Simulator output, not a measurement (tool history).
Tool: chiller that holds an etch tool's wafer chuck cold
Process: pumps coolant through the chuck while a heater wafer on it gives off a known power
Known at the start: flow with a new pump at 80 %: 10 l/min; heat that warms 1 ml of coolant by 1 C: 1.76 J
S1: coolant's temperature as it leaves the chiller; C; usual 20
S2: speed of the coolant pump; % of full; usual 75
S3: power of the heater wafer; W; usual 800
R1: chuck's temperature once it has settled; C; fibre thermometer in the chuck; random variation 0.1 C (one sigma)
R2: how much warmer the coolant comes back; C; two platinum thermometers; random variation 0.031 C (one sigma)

run	hour	S1	S2	S3	R1	R2
1	0.0	20	75	800	27.5	2.99
2	44.9	20	75	800	27.4	2.90
3	105.5	20	75	800	27.6	2.96
4	156.2	20	75	800	27.7	2.97
5	193.0	20	75	800	27.6	3.04
6	244.1	20	75	800	27.4	2.98
7	280.9	20	75	800	27.6	2.98
8	324.6	20	75	800	27.5	2.97
# hour 330.2: chiller's thermometer calibrated
9	386.5	20	75	800	27.6	3.03
10	435.6	20	75	800	27.8	2.97
11	469.7	20	75	800	27.7	3.02
12	518.4	14	75	800	21.8	3.01
# hour 525.5: chiller's thermometer calibrated, once more
13	557.2	14	75	800	21.6	3.00
14	613.4	14	75	800	21.6	2.96
15	654.6	10	93	800	16.7	2.48
16	687.4	19	93	1018	27.4	3.07
17	719.7	10	72	1128	20.8	4.48
18	746.6	10	72	1128	20.7	4.33
19	790.3	10	72	1128	20.9	4.44
20	847.6	10	84	762	16.7	2.49
21	885.5	28	97	961	35.9	2.78
22	933.4	28	97	961	35.8	2.85
23	960.1	20	74	600	25.7	2.30
24	1010.0	23	85	800	30.0	2.66
25	1069.1	12	85	406	15.5	1.37
26	1110.1	12	85	406	15.6	1.32

Hidden state or all else? Some run-to-run changes of R1, split into what the settings, what came in and random variation would give without the hidden state, and what is left for the hidden state (with any gauge scatter that isn't in both results):
The hidden state here: heat passed by the chuck's channels, % of clean ones'; flow at a given pump speed, % of a new pump's; coolant's true temperature over the reading, C; drift of the gauge itself on chuck_c, C; drift of the gauge itself on warmer_back_c, C.
Run 19 -> 20: S2 72 -> 84, S3 1128 -> 762. R1 -4.2 C: hidden state -0.4, all else -3.8.
Run 20 -> 21: S1 10 -> 28, S2 84 -> 97, S3 762 -> 961. R1 +19.2 C: hidden state +0.1, all else +19.1.
Run 24 -> 25: S1 23 -> 12, S3 800 -> 406. R1 -14.5 C: hidden state -0.4, all else -14.1.
